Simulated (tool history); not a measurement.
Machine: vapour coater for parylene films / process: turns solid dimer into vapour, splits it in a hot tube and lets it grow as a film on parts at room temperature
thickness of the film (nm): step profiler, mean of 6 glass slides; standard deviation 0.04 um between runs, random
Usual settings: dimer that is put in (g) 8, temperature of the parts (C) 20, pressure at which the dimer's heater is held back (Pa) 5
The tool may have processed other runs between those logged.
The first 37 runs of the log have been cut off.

| run | hour | dimer that is put in (g) | temperature of the parts (C) | pressure at which the dimer's heater is held back (Pa) | thickness of the film (nm) |
|---|---|---|---|---|---|
| 38 | 632.3 | 3 | 16 | 5.65 | 1880 |
| 39 | 644.9 | 3 | 12 | 2.88 | 2230 |
| 40 | 661.6 | 4 | 16 | 5 | 2570 |
| 41 | 671.2 | 8 | 17 | 5.25 | 4840 |
| 42 | 682.2 | 8 | 17 | 5.25 | 4850 |
| 43 | 702.6 | 7 | 14 | 5.25 | 4840 |
| 44 | 713.7 | 4 | 20 | 5 | 2140 |
| 45 | 733.3 | 4 | 20 | 5 | 2110 |
| 46 | 744.2 | 12 | 20 | 5 | 6380 |
| 47 | 757.2 | 4 | 20 | 4.54 | 2150 |

Each row is a separate what-if for the run after 47, all from the same tool condition, not one after another. Results?
| A | 771.5 | 8 | 14 | 4.55 | ? |
| B | 771.5 | 10 | 31 | 5 | ? |
| C | 771.5 | 6 | 20 | 9.3 | ? |

| run | thickness of the film (nm) |
|---|---|
| A | 5620 |
| B | 3300 |
| C | 2980 |
Had the tool no hidden state, the same runs would have come out as:
| run | thickness of the film (nm) |
|---|---|
| A | 5640 |
| B | 3310 |
| C | 2990 |
